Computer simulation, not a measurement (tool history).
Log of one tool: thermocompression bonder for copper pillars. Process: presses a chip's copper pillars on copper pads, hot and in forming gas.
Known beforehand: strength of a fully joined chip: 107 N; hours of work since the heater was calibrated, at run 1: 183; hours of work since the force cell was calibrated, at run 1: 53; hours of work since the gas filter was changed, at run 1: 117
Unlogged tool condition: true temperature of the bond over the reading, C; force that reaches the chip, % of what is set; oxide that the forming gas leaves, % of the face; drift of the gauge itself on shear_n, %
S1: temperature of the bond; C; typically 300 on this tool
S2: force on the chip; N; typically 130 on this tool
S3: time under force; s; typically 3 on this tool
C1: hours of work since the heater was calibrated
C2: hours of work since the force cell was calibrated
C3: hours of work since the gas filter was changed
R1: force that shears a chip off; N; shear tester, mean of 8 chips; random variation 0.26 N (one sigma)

| run | hour | S1 | S2 | S3 | C1 | C2 | C3 | R1 |
|---|---|---|---|---|---|---|---|---|
| 1 | 0 | 300 | 130 | 3 | 183 | 53 | 117 | 61.3 |
| 2 | 10.8 | 300 | 130 | 3 | 188 | 58 | 122 | 61.4 |
| 3 | 21.1 | 300 | 130 | 3 | 193 | 63 | 127 | 61.7 |
| 4 | 34.5 | 300 | 130 | 3 | 200 | 70 | 133 | 61.6 |
| 5 | 42.6 | 300 | 130 | 3 | 204 | 74 | 137 | 61.4 |
| 6 | 53.5 | 300 | 130 | 2 | 209 | 79 | 143 | 53.9 |
| 7 | 61.2 | 300 | 130 | 2 | 213 | 83 | 146 | 53.7 |
| 8 | 76.5 | 300 | 130 | 3 | 221 | 90 | 154 | 61.3 |
| 9 | 87.1 | 300 | 130 | 4 | 226 | 95 | 159 | 67.2 |
| 10 | 100.4 | 300 | 130 | 7 | 232 | 102 | 166 | 76.8 |
| 11 | 108.5 | 300 | 130 | 6 | 236 | 106 | 170 | 73.9 |
| 12 | 117.1 | 300 | 158 | 3 | 240 | 110 | 174 | 65.4 |
| 13 | 128.2 | 300 | 158 | 3 | 246 | 115 | 179 | 65.5 |
| 14 | 138.4 | 300 | 158 | 3 | 251 | 120 | 184 | 65.8 |
| 15 | 144.9 | 300 | 158 | 3 | 254 | 124 | 187 | 65.3 |
| 16 | 152.8 | 326 | 83 | 3 | 258 | 128 | 191 | 65 |
| 17 | 164.2 | 329 | 178 | 3 | 264 | 133 | 197 | 84.3 |
| 18 | 178 | 329 | 178 | 3 | 270 | 140 | 204 | 84.4 |
| 19 | 188.1 | 283 | 131 | 2 | 275 | 145 | 209 | 44.4 |
| 20 | 195.3 | 303 | 110 | 2 | 279 | 148 | 212 | 51.2 |
| 21 | 201.4 | 284 | 110 | 2 | 282 | 151 | 215 | 41.4 |
| 22 | 215.7 | 296 | 168 | 2 | 289 | 158 | 222 | 57.3 |
| 23 | 227.3 | 274 | 102 | 6 | 294 | 164 | 228 | 52.1 |

3 ways to go on from here, each from the tool as it stands after run 23. What would each give?
| A | 235.1 | 287 | 130 | 2 | 298 | 168 | 232 | ? |
| B | 235.1 | 327 | 107 | 7 | 298 | 168 | 232 | ? |
| C | 235.1 | 300 | 109 | 3 | 298 | 168 | 232 | ? |

| run | R1 |
|---|---|
| A | 46.1 |
| B | 86.4 |
| C | 56.7 |
With no hidden state in the tool, these same runs would have given:
| run | R1 |
|---|---|
| A | 44.7 |
| B | 87.2 |
| C | 55.6 |

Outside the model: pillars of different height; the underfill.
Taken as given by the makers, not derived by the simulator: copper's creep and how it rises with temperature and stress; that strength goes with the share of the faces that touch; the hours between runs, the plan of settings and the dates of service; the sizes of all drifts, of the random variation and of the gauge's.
